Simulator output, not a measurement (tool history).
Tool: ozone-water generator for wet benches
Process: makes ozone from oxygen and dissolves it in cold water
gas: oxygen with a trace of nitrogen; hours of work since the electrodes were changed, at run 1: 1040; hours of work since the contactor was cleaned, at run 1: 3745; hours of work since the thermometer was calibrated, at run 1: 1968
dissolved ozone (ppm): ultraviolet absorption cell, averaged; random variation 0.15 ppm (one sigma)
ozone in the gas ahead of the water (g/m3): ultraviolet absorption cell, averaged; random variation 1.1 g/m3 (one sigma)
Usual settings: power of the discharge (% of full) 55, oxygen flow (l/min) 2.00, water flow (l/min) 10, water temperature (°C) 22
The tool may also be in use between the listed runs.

run,day,power of the discharge (% of full),oxygen flow (l/min),water flow (l/min),water temperature (°C),hours of work since the electrodes were changed,hours of work since the contactor was cleaned,hours of work since the thermometer was calibrated,dissolved ozone (ppm),ozone in the gas ahead of the water (g/m3)
1,0.000,55,2.00,10,22,1040,3745,1968,16.5,183.6
2,1.129,55,2.00,10,22,1060,3766,1988,16.5,181.9
3,2.279,55,2.00,10,21,1081,3787,2009,16.6,183.2
4,3.017,55,2.00,10,22,1095,3800,2023,16.4,182.9
5,3.692,55,2.00,10,28,1107,3813,2035,15.2,183.8
# day 3.817: water thermometer calibrated
6,4.571,55,2.00,6,22,1123,3828,14,23.7,182.1
7,5.954,55,1.00,11,24,1148,3854,39,14.2,281.6
8,7.133,45,1.87,9,21,1170,3875,61,16.3,167.8
9,8.004,59,2.97,9,21,1186,3891,77,17.9,148.2
10,9.217,59,2.97,9,21,1208,3914,99,17.9,148.2
# day 9.800: water thermometer calibrated, once more
11,10.062,59,2.97,9,21,1223,3929,5,18.0,147.7
12,11.021,59,2.97,13,21,1241,3946,22,13.6,148.6

Forecast each of these 5 alternatives for the next run:
A,11.788,59,2.97,13,19,1255,3960,36,?,?
B,11.788,60,2.00,15,29,1255,3960,36,?,?
C,11.788,55,1.53,10,24,1255,3960,36,?,?
D,11.788,59,1.07,13,21,1255,3960,36,?,?
E,11.788,59,1.43,13,16,1255,3960,36,?,?

run,dissolved ozone (ppm),ozone in the gas ahead of the water (g/m3)
A,13.8,148.0
B,11.1,189.7
C,16.0,213.1
D,12.6,278.8
E,14.0,231.8
Without the tool's hidden state the same runs would have given:
run,dissolved ozone (ppm),ozone in the gas ahead of the water (g/m3)
A,15.7,157.3
B,12.6,201.8
C,18.0,225.9
D,14.3,296.4
E,15.9,246.4
